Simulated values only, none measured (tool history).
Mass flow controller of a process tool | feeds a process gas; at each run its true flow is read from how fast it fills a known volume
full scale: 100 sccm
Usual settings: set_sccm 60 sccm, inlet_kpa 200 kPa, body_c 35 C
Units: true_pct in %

run,hour,set_sccm,inlet_kpa,body_c,true_pct
1,0.0,60,200,35,98.08
2,191.3,60,248,35,98.33
3,537.6,60,248,31,98.52
4,759.3,60,248,31,98.64
5,954.7,60,200,35,98.06
6,1117.3,60,200,35,98.22
7,1414.9,60,200,35,98.12
8,1609.4,60,200,35,98.22
9,1785.8,60,200,35,98.22
10,2131.0,60,200,35,98.28
11,2414.7,17,200,35,96.11
12,2704.3,60,200,35,98.26
13,2993.8,60,275,35,98.59
14,3311.4,60,200,35,98.29
15,3567.4,60,200,35,98.35
16,3902.1,60,200,35,98.34
17,4070.8,60,200,35,98.39
18,4387.9,60,200,35,98.31
19,4665.3,60,200,35,98.50
20,5001.0,60,200,35,98.41
21,5285.7,60,200,35,98.47
22,5614.3,60,206,40,98.19
23,5778.2,57,200,22,99.37
24,5964.8,38,248,33,97.90
25,6314.6,31,165,28,97.70
26,6642.9,31,165,28,97.46
27,6833.5,31,159,36,96.94
28,6995.6,89,175,33,99.70

4 ways to go on from here, each from the tool as it stands after run 28. What would each give?
A,7233.3,60,200,22,?
B,7233.3,31,175,33,?
C,7233.3,60,279,35,?
D,7233.3,60,153,23,?

run,true_pct
A,99.56
B,97.43
C,98.94
D,99.25
Without the tool's hidden state the same runs would have given:
run,true_pct
A,98.95
B,97.26
C,98.33
D,98.64
